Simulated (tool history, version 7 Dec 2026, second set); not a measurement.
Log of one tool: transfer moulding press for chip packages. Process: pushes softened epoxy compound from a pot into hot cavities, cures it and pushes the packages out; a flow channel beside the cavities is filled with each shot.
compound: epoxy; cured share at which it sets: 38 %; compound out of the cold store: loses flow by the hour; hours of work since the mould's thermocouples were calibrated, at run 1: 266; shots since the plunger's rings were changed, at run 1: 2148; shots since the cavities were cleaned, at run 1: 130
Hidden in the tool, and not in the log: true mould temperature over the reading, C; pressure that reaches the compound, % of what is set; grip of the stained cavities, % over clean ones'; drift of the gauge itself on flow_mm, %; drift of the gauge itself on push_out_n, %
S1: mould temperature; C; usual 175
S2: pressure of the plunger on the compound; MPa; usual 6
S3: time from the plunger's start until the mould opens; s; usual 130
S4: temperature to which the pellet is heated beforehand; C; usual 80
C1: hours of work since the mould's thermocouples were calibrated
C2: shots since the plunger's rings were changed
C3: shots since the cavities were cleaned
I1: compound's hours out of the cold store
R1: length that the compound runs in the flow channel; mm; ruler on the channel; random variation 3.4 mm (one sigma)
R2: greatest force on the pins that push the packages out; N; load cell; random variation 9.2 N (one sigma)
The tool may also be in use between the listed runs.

{"run": 1, "hour": 0.0, "S1": 175, "S2": 6, "S3": 130, "S4": 80, "C1": 266, "C2": 2148, "C3": 130, "I1": 29.8, "R1": 912, "R2": 484}
{"run": 2, "hour": 40.9, "S1": 175, "S2": 6, "S3": 130, "S4": 80, "C1": 298, "C2": 2626, "C3": 608, "I1": 28.9, "R1": 909, "R2": 549}
{"hour": 48.9, "done": "cavities cleaned with cleaning compound and waxed"}
{"run": 3, "hour": 74.2, "S1": 175, "S2": 6, "S3": 130, "S4": 80, "C1": 323, "C2": 2999, "C3": 296, "I1": 30.7, "R1": 897, "R2": 518}
{"run": 4, "hour": 97.8, "S1": 175, "S2": 6, "S3": 130, "S4": 80, "C1": 341, "C2": 3274, "C3": 571, "I1": 35.7, "R1": 878, "R2": 568}
{"hour": 104.9, "done": "plunger's sealing rings changed"}
{"hour": 110.9, "done": "cavities cleaned with cleaning compound and waxed"}
{"run": 5, "hour": 128.2, "S1": 175, "S2": 6, "S3": 130, "S4": 81, "C1": 362, "C2": 256, "C3": 202, "I1": 35.3, "R1": 917, "R2": 456}
{"hour": 172.2, "done": "cavities cleaned with cleaning compound and waxed"}
{"run": 6, "hour": 175.5, "S1": 175, "S2": 6, "S3": 130, "S4": 80, "C1": 398, "C2": 792, "C3": 39, "I1": 25.9, "R1": 933, "R2": 433}
{"run": 7, "hour": 220.6, "S1": 175, "S2": 6, "S3": 130, "S4": 80, "C1": 433, "C2": 1320, "C3": 567, "I1": 17.1, "R1": 960, "R2": 561}
{"hour": 233.2, "done": "cavities cleaned with cleaning compound and waxed"}
{"run": 8, "hour": 265.4, "S1": 175, "S2": 6, "S3": 130, "S4": 80, "C1": 466, "C2": 1826, "C3": 377, "I1": 13.1, "R1": 965, "R2": 536}
{"hour": 294.2, "done": "cavities cleaned with cleaning compound and waxed"}
{"run": 9, "hour": 320.5, "S1": 175, "S2": 6, "S3": 130, "S4": 87, "C1": 508, "C2": 2453, "C3": 307, "I1": 17.4, "R1": 940, "R2": 493}
{"hour": 353.3, "done": "cavities cleaned with cleaning compound and waxed"}
{"run": 10, "hour": 362.5, "S1": 175, "S2": 6, "S3": 130, "S4": 80, "C1": 540, "C2": 2928, "C3": 108, "I1": 22.7, "R1": 923, "R2": 471}
{"run": 11, "hour": 387.1, "S1": 175, "S2": 6, "S3": 130, "S4": 80, "C1": 559, "C2": 3215, "C3": 395, "I1": 38.9, "R1": 880, "R2": 532}
{"hour": 396.9, "done": "plunger's sealing rings changed"}
{"hour": 415.2, "done": "cavities cleaned with cleaning compound and waxed"}
{"run": 12, "hour": 435.9, "S1": 175, "S2": 6, "S3": 130, "S4": 80, "C1": 594, "C2": 440, "C3": 242, "I1": 27.3, "R1": 932, "R2": 494}
{"hour": 442.2, "done": "mould's thermocouples calibrated"}
{"run": 13, "hour": 472.5, "S1": 175, "S2": 6, "S3": 130, "S4": 80, "C1": 24, "C2": 845, "C3": 647, "I1": 38.8, "R1": 902, "R2": 594}
{"hour": 476.4, "done": "cavities cleaned with cleaning compound and waxed"}
{"run": 14, "hour": 498.6, "S1": 175, "S2": 6, "S3": 130, "S4": 85, "C1": 43, "C2": 1132, "C3": 260, "I1": 14.9, "R1": 972, "R2": 510}
{"hour": 535.6, "done": "cavities cleaned with cleaning compound and waxed"}
{"run": 15, "hour": 545.9, "S1": 174, "S2": 6, "S3": 133, "S4": 80, "C1": 78, "C2": 1668, "C3": 121, "I1": 22.3, "R1": 945, "R2": 467}
{"hour": 570.8, "done": "mould's thermocouples calibrated, once more"}
{"run": 16, "hour": 579.7, "S1": 174, "S2": 6, "S3": 133, "S4": 80, "C1": 7, "C2": 2041, "C3": 494, "I1": 9.4, "R1": 972, "R2": 565}
{"hour": 599.9, "done": "cavities cleaned with cleaning compound and waxed"}
{"run": 17, "hour": 604.7, "S1": 175, "S2": 6, "S3": 123, "S4": 85, "C1": 25, "C2": 2315, "C3": 55, "I1": 47.7, "R1": 851, "R2": 447}
{"run": 18, "hour": 634.3, "S1": 168, "S2": 6, "S3": 130, "S4": 80, "C1": 48, "C2": 2661, "C3": 401, "I1": 26.1, "R1": 946, "R2": 764}
{"hour": 662.8, "done": "cavities cleaned with cleaning compound and waxed"}
{"run": 19, "hour": 669.0, "S1": 168, "S2": 6, "S3": 130, "S4": 80, "C1": 74, "C2": 3050, "C3": 73, "I1": 42.3, "R1": 895, "R2": 628}
{"hour": 692.9, "done": "plunger's sealing rings changed"}
{"run": 20, "hour": 717.6, "S1": 171, "S2": 5.28, "S3": 158, "S4": 80, "C1": 110, "C2": 290, "C3": 613, "I1": 8.2, "R1": 954, "R2": 543}
{"hour": 728.8, "done": "cavities cleaned with cleaning compound and waxed"}
{"run": 21, "hour": 768.4, "S1": 178, "S2": 5.07, "S3": 132, "S4": 80, "C1": 149, "C2": 867, "C3": 463, "I1": 9.6, "R1": 897, "R2": 495}
{"hour": 789.8, "done": "cavities cleaned with cleaning compound and waxed"}
{"run": 22, "hour": 796.0, "S1": 178, "S2": 4.55, "S3": 128, "S4": 80, "C1": 169, "C2": 1172, "C3": 72, "I1": 14.7, "R1": 833, "R2": 402}
{"run": 23, "hour": 825.9, "S1": 171, "S2": 5.53, "S3": 152, "S4": 86, "C1": 192, "C2": 1522, "C3": 422, "I1": 34.6, "R1": 884, "R2": 522}
{"hour": 851.1, "done": "cavities cleaned with cleaning compound and waxed"}
{"run": 24, "hour": 853.9, "S1": 175, "S2": 6, "S3": 130, "S4": 87, "C1": 213, "C2": 1832, "C3": 33, "I1": 19.1, "R1": 941, "R2": 420}
{"run": 25, "hour": 893.6, "S1": 175, "S2": 6, "S3": 130, "S4": 87, "C1": 244, "C2": 2297, "C3": 498, "I1": 10.2, "R1": 965, "R2": 543}
{"hour": 912.5, "done": "cavities cleaned with cleaning compound and waxed"}
{"run": 26, "hour": 917.7, "S1": 175, "S2": 6, "S3": 130, "S4": 87, "C1": 261, "C2": 2561, "C3": 60, "I1": 38.9, "R1": 878, "R2": 440}
{"run": 27, "hour": 951.5, "S1": 175, "S2": 6, "S3": 130, "S4": 87, "C1": 288, "C2": 2957, "C3": 456, "I1": 35.8, "R1": 887, "R2": 533}

4 ways to go on from here, each from the tool as it stands after run 27. What would each give?
{"hour": 972.9, "done": "cavities cleaned with cleaning compound and waxed"}
{"run": "A", "hour": 975.3, "S1": 175, "S2": 4.6, "S3": 140, "S4": 87, "C1": 305, "C2": 3218, "C3": 29, "I1": 36.7, "R1": "?", "R2": "?"}
{"hour": 972.9, "done": "cavities cleaned with cleaning compound and waxed"}
{"run": "B", "hour": 975.3, "S1": 178, "S2": 6, "S3": 156, "S4": 87, "C1": 305, "C2": 3218, "C3": 29, "I1": 16, "R1": "?", "R2": "?"}
{"hour": 972.9, "done": "cavities cleaned with cleaning compound and waxed"}
{"run": "C", "hour": 975.3, "S1": 175, "S2": 6, "S3": 143, "S4": 87, "C1": 305, "C2": 3218, "C3": 29, "I1": 14.3, "R1": "?", "R2": "?"}
{"hour": 972.9, "done": "cavities cleaned with cleaning compound and waxed"}
{"run": "D", "hour": 975.3, "S1": 175, "S2": 5.41, "S3": 130, "S4": 85, "C1": 305, "C2": 3218, "C3": 29, "I1": 38.4, "R1": "?", "R2": "?"}

run=A R1=772 R2=396
run=B R1=923 R2=387
run=C R1=944 R2=419
run=D R1=830 R2=438
Without the tool's hidden state the same runs would have given:
run=A R1=805 R2=370
run=B R1=962 R2=364
run=C R1=984 R2=392
run=D R1=865 R2=409
